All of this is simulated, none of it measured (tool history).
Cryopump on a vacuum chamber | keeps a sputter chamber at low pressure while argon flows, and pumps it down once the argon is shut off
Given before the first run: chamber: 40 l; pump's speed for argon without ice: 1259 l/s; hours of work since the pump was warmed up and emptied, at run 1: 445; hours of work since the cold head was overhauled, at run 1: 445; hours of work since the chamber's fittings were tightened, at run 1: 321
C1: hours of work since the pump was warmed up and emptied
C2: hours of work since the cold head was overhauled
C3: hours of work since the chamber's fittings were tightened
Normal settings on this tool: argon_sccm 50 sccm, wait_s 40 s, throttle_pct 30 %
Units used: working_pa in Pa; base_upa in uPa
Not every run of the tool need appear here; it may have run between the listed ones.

{"run": 1, "hour": 0.0, "argon_sccm": 50, "wait_s": 40, "throttle_pct": 30, "C1": 445, "C2": 445, "C3": 321, "working_pa": 0.2293, "base_upa": 2.12}
{"run": 2, "hour": 23.6, "argon_sccm": 50, "wait_s": 40, "throttle_pct": 30, "C1": 465, "C2": 465, "C3": 341, "working_pa": 0.2282, "base_upa": 2.15}
{"run": 3, "hour": 45.4, "argon_sccm": 50, "wait_s": 40, "throttle_pct": 30, "C1": 483, "C2": 483, "C3": 359, "working_pa": 0.23, "base_upa": 2.22}
{"run": 4, "hour": 83.5, "argon_sccm": 50, "wait_s": 40, "throttle_pct": 30, "C1": 516, "C2": 516, "C3": 391, "working_pa": 0.2303, "base_upa": 2.22}
{"run": 5, "hour": 109.1, "argon_sccm": 50, "wait_s": 40, "throttle_pct": 30, "C1": 537, "C2": 537, "C3": 413, "working_pa": 0.2316, "base_upa": 2.4}
{"run": 6, "hour": 143.0, "argon_sccm": 50, "wait_s": 40, "throttle_pct": 30, "C1": 566, "C2": 566, "C3": 442, "working_pa": 0.2305, "base_upa": 2.3}
{"run": 7, "hour": 178.8, "argon_sccm": 50, "wait_s": 40, "throttle_pct": 30, "C1": 597, "C2": 597, "C3": 472, "working_pa": 0.2287, "base_upa": 2.38}
{"run": 8, "hour": 210.8, "argon_sccm": 50, "wait_s": 40, "throttle_pct": 30, "C1": 624, "C2": 624, "C3": 499, "working_pa": 0.2311, "base_upa": 2.47}
{"run": 9, "hour": 234.1, "argon_sccm": 69, "wait_s": 40, "throttle_pct": 30, "C1": 643, "C2": 643, "C3": 519, "working_pa": 0.3192, "base_upa": 2.47}
{"run": 10, "hour": 250.3, "argon_sccm": 50, "wait_s": 40, "throttle_pct": 30, "C1": 657, "C2": 657, "C3": 533, "working_pa": 0.2309, "base_upa": 2.55}
{"run": 11, "hour": 278.5, "argon_sccm": 50, "wait_s": 40, "throttle_pct": 30, "C1": 681, "C2": 681, "C3": 557, "working_pa": 0.2307, "base_upa": 2.53}
{"run": 12, "hour": 305.6, "argon_sccm": 50, "wait_s": 40, "throttle_pct": 30, "C1": 704, "C2": 704, "C3": 580, "working_pa": 0.2322, "base_upa": 2.52}
{"run": 13, "hour": 338.7, "argon_sccm": 50, "wait_s": 40, "throttle_pct": 30, "C1": 732, "C2": 732, "C3": 608, "working_pa": 0.2317, "base_upa": 2.57}
{"run": 14, "hour": 359.8, "argon_sccm": 50, "wait_s": 40, "throttle_pct": 30, "C1": 750, "C2": 750, "C3": 626, "working_pa": 0.2328, "base_upa": 2.74}
{"run": 15, "hour": 378.7, "argon_sccm": 50, "wait_s": 40, "throttle_pct": 30, "C1": 766, "C2": 766, "C3": 642, "working_pa": 0.2345, "base_upa": 2.73}
{"run": 16, "hour": 407.9, "argon_sccm": 50, "wait_s": 40, "throttle_pct": 30, "C1": 791, "C2": 791, "C3": 667, "working_pa": 0.2327, "base_upa": 2.75}
{"run": 17, "hour": 424.2, "argon_sccm": 50, "wait_s": 40, "throttle_pct": 30, "C1": 805, "C2": 805, "C3": 680, "working_pa": 0.2325, "base_upa": 2.76}
{"run": 18, "hour": 453.8, "argon_sccm": 50, "wait_s": 40, "throttle_pct": 30, "C1": 830, "C2": 830, "C3": 705, "working_pa": 0.2333, "base_upa": 2.9}
{"run": 19, "hour": 484.0, "argon_sccm": 72, "wait_s": 28, "throttle_pct": 50, "C1": 855, "C2": 855, "C3": 731, "working_pa": 0.2082, "base_upa": 3.56}
{"run": 20, "hour": 506.9, "argon_sccm": 31, "wait_s": 40, "throttle_pct": 39, "C1": 875, "C2": 875, "C3": 750, "working_pa": 0.1141, "base_upa": 2.93}
{"run": 21, "hour": 538.8, "argon_sccm": 50, "wait_s": 47, "throttle_pct": 43, "C1": 902, "C2": 902, "C3": 777, "working_pa": 0.1684, "base_upa": 2.8}
{"run": 22, "hour": 563.8, "argon_sccm": 23, "wait_s": 40, "throttle_pct": 31, "C1": 923, "C2": 923, "C3": 799, "working_pa": 0.1048, "base_upa": 3.07}
{"run": 23, "hour": 597.2, "argon_sccm": 71, "wait_s": 74, "throttle_pct": 32, "C1": 951, "C2": 951, "C3": 827, "working_pa": 0.3124, "base_upa": 2.47}
{"run": 24, "hour": 628.1, "argon_sccm": 71, "wait_s": 74, "throttle_pct": 32, "C1": 978, "C2": 978, "C3": 853, "working_pa": 0.3153, "base_upa": 2.55}
{"run": 25, "hour": 665.1, "argon_sccm": 30, "wait_s": 40, "throttle_pct": 24, "C1": 1009, "C2": 1009, "C3": 885, "working_pa": 0.1754, "base_upa": 3.27}
{"hour": 676.3, "done": "pump warmed up, emptied and cooled again"}
{"run": 26, "hour": 691.6, "argon_sccm": 20, "wait_s": 40, "throttle_pct": 46, "C1": 13, "C2": 1027, "C3": 903, "working_pa": 0.0588, "base_upa": 3.01}
{"run": 27, "hour": 709.0, "argon_sccm": 50, "wait_s": 44, "throttle_pct": 30, "C1": 28, "C2": 1042, "C3": 918, "working_pa": 0.2245, "base_upa": 2.78}
{"run": 28, "hour": 744.9, "argon_sccm": 50, "wait_s": 44, "throttle_pct": 30, "C1": 58, "C2": 1072, "C3": 948, "working_pa": 0.2258, "base_upa": 2.9}
{"run": 29, "hour": 772.7, "argon_sccm": 25, "wait_s": 40, "throttle_pct": 21, "C1": 82, "C2": 1096, "C3": 972, "working_pa": 0.1608, "base_upa": 3.12}
{"run": 30, "hour": 797.1, "argon_sccm": 25, "wait_s": 40, "throttle_pct": 21, "C1": 102, "C2": 1117, "C3": 992, "working_pa": 0.1624, "base_upa": 3.2}
{"run": 31, "hour": 814.3, "argon_sccm": 56, "wait_s": 68, "throttle_pct": 17, "C1": 117, "C2": 1131, "C3": 1007, "working_pa": 0.4475, "base_upa": 2.6}
{"run": 32, "hour": 841.4, "argon_sccm": 56, "wait_s": 68, "throttle_pct": 17, "C1": 140, "C2": 1154, "C3": 1030, "working_pa": 0.446, "base_upa": 2.59}
{"run": 33, "hour": 858.6, "argon_sccm": 31, "wait_s": 24, "throttle_pct": 19, "C1": 155, "C2": 1169, "C3": 1044, "working_pa": 0.2209, "base_upa": 4.02}

Alternative continuations, all from the tool just after run 33; predict every row:
{"run": "A", "hour": 889.2, "argon_sccm": 40, "wait_s": 150, "throttle_pct": 22, "C1": 180, "C2": 1195, "C3": 1070, "working_pa": "?", "base_upa": "?"}
{"run": "B", "hour": 889.2, "argon_sccm": 82, "wait_s": 30, "throttle_pct": 19, "C1": 180, "C2": 1195, "C3": 1070, "working_pa": "?", "base_upa": "?"}
{"run": "C", "hour": 889.2, "argon_sccm": 49, "wait_s": 39, "throttle_pct": 38, "C1": 180, "C2": 1195, "C3": 1070, "working_pa": "?", "base_upa": "?"}
{"run": "D", "hour": 889.2, "argon_sccm": 64, "wait_s": 46, "throttle_pct": 21, "C1": 180, "C2": 1195, "C3": 1070, "working_pa": "?", "base_upa": "?"}

run=A working_pa=0.2465 base_upa=2.28
run=B working_pa=0.5846 base_upa=3.57
run=C working_pa=0.1767 base_upa=3.31
run=D working_pa=0.4132 base_upa=3.06
Take away the tool's hidden state, keep each run's random variation, and the runs would have read:
run=A working_pa=0.2443 base_upa=0.58
run=B working_pa=0.5801 base_upa=1.88
run=C working_pa=0.1740 base_upa=1.55
run=D working_pa=0.4097 base_upa=1.35

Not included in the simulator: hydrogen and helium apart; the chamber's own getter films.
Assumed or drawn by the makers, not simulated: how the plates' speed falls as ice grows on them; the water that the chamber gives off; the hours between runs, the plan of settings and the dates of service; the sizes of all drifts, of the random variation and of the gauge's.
